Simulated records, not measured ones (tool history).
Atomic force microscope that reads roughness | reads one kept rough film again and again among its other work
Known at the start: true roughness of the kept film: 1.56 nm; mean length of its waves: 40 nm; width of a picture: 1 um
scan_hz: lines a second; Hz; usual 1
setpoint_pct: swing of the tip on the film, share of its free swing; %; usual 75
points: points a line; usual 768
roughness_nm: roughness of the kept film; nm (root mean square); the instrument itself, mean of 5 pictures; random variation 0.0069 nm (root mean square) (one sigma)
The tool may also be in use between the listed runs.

run 1 day=0 | scan_hz=1 setpoint_pct=75 points=768 | roughness_nm=1.319
run 2 day=0.2 | scan_hz=1 setpoint_pct=75 points=768 | roughness_nm=1.315
run 3 day=0.508 | scan_hz=1 setpoint_pct=75 points=768 | roughness_nm=1.299
run 4 day=0.679 | scan_hz=1 setpoint_pct=75 points=525 | roughness_nm=1.285
run 5 day=0.975 | scan_hz=1 setpoint_pct=75 points=525 | roughness_nm=1.264
-- day=1.017 new tip fitted
run 6 day=1.338 | scan_hz=1 setpoint_pct=75 points=768 | roughness_nm=1.379
run 7 day=1.6 | scan_hz=1.37 setpoint_pct=75 points=768 | roughness_nm=1.316
run 8 day=1.95 | scan_hz=1.37 setpoint_pct=75 points=768 | roughness_nm=1.302
run 9 day=2.121 | scan_hz=1.37 setpoint_pct=75 points=768 | roughness_nm=1.285
run 10 day=2.475 | scan_hz=1.37 setpoint_pct=75 points=768 | roughness_nm=1.279
run 11 day=2.775 | scan_hz=0.95 setpoint_pct=75 points=768 | roughness_nm=1.299
run 12 day=3.15 | scan_hz=1 setpoint_pct=85 points=768 | roughness_nm=1.219
-- day=3.367 new tip fitted
run 13 day=3.379 | scan_hz=1 setpoint_pct=85 points=768 | roughness_nm=1.318
run 14 day=3.692 | scan_hz=1 setpoint_pct=82 points=768 | roughness_nm=1.324
run 15 day=3.9 | scan_hz=1 setpoint_pct=82 points=768 | roughness_nm=1.308
run 16 day=4.104 | scan_hz=1 setpoint_pct=82 points=768 | roughness_nm=1.306
run 17 day=4.462 | scan_hz=1 setpoint_pct=82 points=768 | roughness_nm=1.275
run 18 day=4.871 | scan_hz=1.16 setpoint_pct=77 points=504 | roughness_nm=1.279
run 19 day=5.212 | scan_hz=2.82 setpoint_pct=84 points=432 | roughness_nm=1.001
run 20 day=5.442 | scan_hz=1 setpoint_pct=75 points=804 | roughness_nm=1.286
-- day=5.733 new tip fitted
run 21 day=5.758 | scan_hz=2.12 setpoint_pct=75 points=473 | roughness_nm=1.273
run 22 day=6.075 | scan_hz=2.02 setpoint_pct=75 points=768 | roughness_nm=1.264
run 23 day=6.333 | scan_hz=0.71 setpoint_pct=88 points=768 | roughness_nm=1.306
run 24 day=6.546 | scan_hz=0.71 setpoint_pct=88 points=768 | roughness_nm=1.3
run 25 day=6.767 | scan_hz=0.99 setpoint_pct=68 points=768 | roughness_nm=1.369
run 26 day=7.1 | scan_hz=0.81 setpoint_pct=72 points=433 | roughness_nm=1.364
run 27 day=7.483 | scan_hz=0.81 setpoint_pct=72 points=774 | roughness_nm=1.346
run 28 day=7.771 | scan_hz=0.81 setpoint_pct=72 points=774 | roughness_nm=1.319
-- day=8.083 new tip fitted
run 29 day=8.175 | scan_hz=1.41 setpoint_pct=67 points=774 | roughness_nm=1.405
run 30 day=8.483 | scan_hz=1 setpoint_pct=66 points=677 | roughness_nm=1.43
run 31 day=8.788 | scan_hz=1 setpoint_pct=66 points=677 | roughness_nm=1.41
run 32 day=8.967 | scan_hz=1 setpoint_pct=58 points=328 | roughness_nm=1.414
run 33 day=9.167 | scan_hz=1 setpoint_pct=58 points=328 | roughness_nm=1.395

Forecast each of these 4 alternatives for the next run:
run A day=9.542 | scan_hz=1.33 setpoint_pct=58 points=740 | roughness_nm=?
run B day=9.542 | scan_hz=1.38 setpoint_pct=68 points=315 | roughness_nm=?
run C day=9.542 | scan_hz=0.8 setpoint_pct=65 points=301 | roughness_nm=?
run D day=9.542 | scan_hz=1.04 setpoint_pct=60 points=297 | roughness_nm=?

run=A roughness_nm=1.379
run=B roughness_nm=1.316
run=C roughness_nm=1.368
run=D roughness_nm=1.368
Without the tool's hidden state the same runs would have given:
run=A roughness_nm=1.462
run=B roughness_nm=1.395
run=C roughness_nm=1.45
run=D roughness_nm=1.45

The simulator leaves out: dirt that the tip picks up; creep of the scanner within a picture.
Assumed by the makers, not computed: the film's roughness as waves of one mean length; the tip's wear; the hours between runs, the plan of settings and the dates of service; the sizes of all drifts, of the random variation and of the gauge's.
